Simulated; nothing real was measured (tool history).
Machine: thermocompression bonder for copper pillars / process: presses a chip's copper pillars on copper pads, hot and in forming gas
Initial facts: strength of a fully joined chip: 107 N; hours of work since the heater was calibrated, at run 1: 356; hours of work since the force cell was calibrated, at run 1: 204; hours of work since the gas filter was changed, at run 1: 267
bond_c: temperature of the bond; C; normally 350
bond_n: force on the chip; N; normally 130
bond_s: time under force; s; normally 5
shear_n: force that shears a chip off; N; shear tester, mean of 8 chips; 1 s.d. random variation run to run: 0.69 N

| run | hour | bond_c | bond_n | bond_s | hours of work since the heater was calibrated | hours of work since the force cell was calibrated | hours of work since the gas filter was changed | shear_n |
|---|---|---|---|---|---|---|---|---|
| 1 | 0 | 350 | 130 | 5 | 356 | 204 | 267 | 63 |
| 2 | 16.1 | 343 | 130 | 5 | 365 | 213 | 276 | 58.9 |
| 3 | 32.1 | 343 | 130 | 5 | 374 | 223 | 285 | 59.6 |
| 4 | 43.3 | 350 | 163 | 5 | 380 | 229 | 292 | 70.6 |
| 5 | 50.2 | 350 | 163 | 5 | 384 | 233 | 296 | 70.5 |
| 6 | 64.8 | 350 | 163 | 5 | 393 | 241 | 304 | 71.8 |
| 7 | 78.9 | 342 | 163 | 5 | 400 | 249 | 312 | 67.9 |
| 8 | 85.9 | 350 | 130 | 5 | 404 | 253 | 316 | 61.1 |
| 9 | 102.5 | 350 | 130 | 5 | 414 | 262 | 325 | 61.9 |
| 10 | 114.3 | 350 | 130 | 6 | 420 | 269 | 332 | 65.1 |
| 11 | 124.7 | 350 | 130 | 6 | 426 | 275 | 338 | 66.2 |
| 12 | 138.1 | 350 | 130 | 6 | 434 | 282 | 345 | 65.8 |
| 13 | 151.3 | 350 | 130 | 6 | 441 | 290 | 353 | 65.3 |
| 14 | 167.1 | 324 | 130 | 5 | 450 | 299 | 362 | 51.3 |
| 15 | 177.1 | 350 | 105 | 5 | 456 | 304 | 367 | 52.8 |
| 16 | 187.5 | 343 | 105 | 5 | 462 | 310 | 373 | 49.8 |
| 17 | 202 | 350 | 130 | 5 | 470 | 318 | 381 | 62.9 |
| 18 | 217.7 | 350 | 130 | 5 | 479 | 327 | 390 | 61.8 |
| 19 | 232.9 | 350 | 130 | 5 | 487 | 336 | 399 | 61.5 |
| 20 | 241 | 350 | 130 | 5 | 492 | 340 | 403 | 62.2 |
| 21 | 249.9 | 333 | 135 | 5 | 497 | 345 | 408 | 56.1 |
| 22 | 266.5 | 333 | 125 | 6 | 506 | 355 | 418 | 56.4 |
| 23 | 278.1 | 378 | 188 | 11 | 513 | 361 | 424 | 95.3 |
| 24 | 289.7 | 378 | 188 | 11 | 519 | 368 | 431 | 93.6 |
| 25 | 297.6 | 367 | 191 | 3 | 524 | 372 | 435 | 74.9 |
| 26 | 310.6 | 367 | 191 | 3 | 531 | 380 | 443 | 74.9 |
| 27 | 319.1 | 359 | 191 | 5 | 536 | 385 | 447 | 80.1 |
| 28 | 328.7 | 359 | 191 | 4 | 541 | 390 | 453 | 76.3 |
| 29 | 345.5 | 326 | 170 | 12 | 551 | 399 | 462 | 77.4 |
|  | 353.3 | forming gas filter changed |
| 30 | 354.5 | 335 | 94 | 12 | 556 | 404 | 1 | 60.9 |
| 31 | 364.8 | 335 | 190 | 12 | 562 | 410 | 7 | 89.5 |
| 32 | 373.3 | 360 | 154 | 3 | 566 | 415 | 11 | 66.5 |
| 33 | 389.7 | 331 | 154 | 9 | 576 | 424 | 21 | 75.9 |
| 34 | 397.7 | 331 | 154 | 9 | 580 | 429 | 25 | 76.9 |
| 35 | 409.1 | 331 | 154 | 9 | 587 | 435 | 32 | 75.3 |
| 36 | 423 | 331 | 154 | 3 | 594 | 443 | 39 | 54.7 |
| 37 | 435.3 | 331 | 154 | 3 | 601 | 450 | 46 | 55 |
| 38 | 442.1 | 331 | 154 | 3 | 605 | 454 | 50 | 54.6 |
| 39 | 458.5 | 331 | 154 | 3 | 614 | 463 | 59 | 55.1 |
| 40 | 465.8 | 350 | 158 | 10 | 619 | 467 | 64 | 86.9 |

Subtracting, for every run, the result it would have given without the tool's unlogged condition from the measured result gives the following. The same run-to-run variation enters both numbers; the gauge's scatter may not:
The tool's hidden condition here consists of: true temperature of the bond over the reading, C; force that reaches the chip, % of what is set; oxide that the forming gas leaves, % of the face; drift of the gauge itself on shear_n, %.
| run | shear_n |
|---|---|
| 1 | +0.5 |
| 2 | +0.7 |
| 3 | +0.7 |
| 4 | +0 |
| 5 | +0 |
| 6 | +0 |
| 7 | +0.2 |
| 8 | +0.3 |
| 9 | +0.4 |
| 10 | +0.2 |
| 11 | +0.2 |
| 12 | +0.1 |
| 13 | +0.1 |
| 14 | +1 |
| 15 | +0.6 |
| 16 | +0.8 |
| 17 | +0.2 |
| 18 | +0.2 |
| 19 | +0.2 |
| 20 | +0.1 |
| 21 | +0.6 |
| 22 | +0.6 |
| 23 | -4.5 |
| 24 | -4.6 |
| 25 | -1.2 |
| 26 | -1.4 |
| 27 | -1.9 |
| 28 | -1.4 |
| 29 | -1.1 |
| 30 | +4.5 |
| 31 | +3.5 |
| 32 | +4.1 |
| 33 | +4.5 |
| 34 | +4.6 |
| 35 | +4.5 |
| 36 | +4.4 |
| 37 | +4.4 |
| 38 | +4.4 |
| 39 | +4.4 |
| 40 | +3.3 |
